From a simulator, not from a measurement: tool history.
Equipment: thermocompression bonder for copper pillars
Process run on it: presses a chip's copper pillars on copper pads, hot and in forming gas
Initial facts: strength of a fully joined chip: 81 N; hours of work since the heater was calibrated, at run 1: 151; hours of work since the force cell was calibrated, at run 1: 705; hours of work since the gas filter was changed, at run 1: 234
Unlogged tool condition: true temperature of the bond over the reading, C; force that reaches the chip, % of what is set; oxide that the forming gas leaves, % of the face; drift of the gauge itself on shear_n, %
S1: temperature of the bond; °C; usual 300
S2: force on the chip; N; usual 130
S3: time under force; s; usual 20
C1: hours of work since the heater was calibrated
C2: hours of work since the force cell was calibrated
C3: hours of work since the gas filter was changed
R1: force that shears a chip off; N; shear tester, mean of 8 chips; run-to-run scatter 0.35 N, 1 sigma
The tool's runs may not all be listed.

run   hour   S1   S2  S3   C1    C2   C3    R1
  1      0  300  130  20  151   705  234  53.7
  2   28.6  300  130  20  171   725  254  53.2
  3   51.4  300  130  20  187   741  270  53.1
  4   79.4  300  130  20  207   760  290  53.8
      94.2  -- forming gas filter changed
  5   96.9  300  130  20  219   772    2    56
  6  124.1  300  130  20  238   791   21  56.4
  7  148.3  300  130  20  255   808   38  56.9
  8  162.5  300  130  20  265   818   48  55.7
  9  190.9  300  130  20  285   838   68  56.1
 10  207.1  300  130  49  296   850   79  67.8
 11  231.7  300  130  20  313   867   97  55.9
 12    249  300  146  20  325   879  109  58.5
 13  274.9  299   94  44  344   897  127  58.4
 14    292  282   93  60  356   909  139  54.9
 15  303.9  282   93  60  364   918  147  55.2
 16  326.7  330   82  60  380   934  163  68.9
 17  342.5  300  134  20  391   945  174  56.6
 18  371.1  300  134  20  411   965  194  57.2
 19  398.9  300  134  20  431   984  214  56.7
 20  411.8  300  134  20  440   993  223  56.4
 21  429.4  325  128  31  452  1006  235  68.2

Consider 3 possible next runs. They are alternatives, not a sequence: every one starts from the tool as it was left by run 21. What does each give?
  A  449.5  325   86  36  466  1020  249   ?
  B  449.5  325  128  53  466  1020  249   ?
  C  449.5  292  120  10  466  1020  249   ?

run    R1
  A  61.7
  B  73.2
  C  40.8
Stripped of hidden state, with their random variation kept, the same runs would have yielded:
run    R1
  A  60.1
  B  73.7
  C  38.2
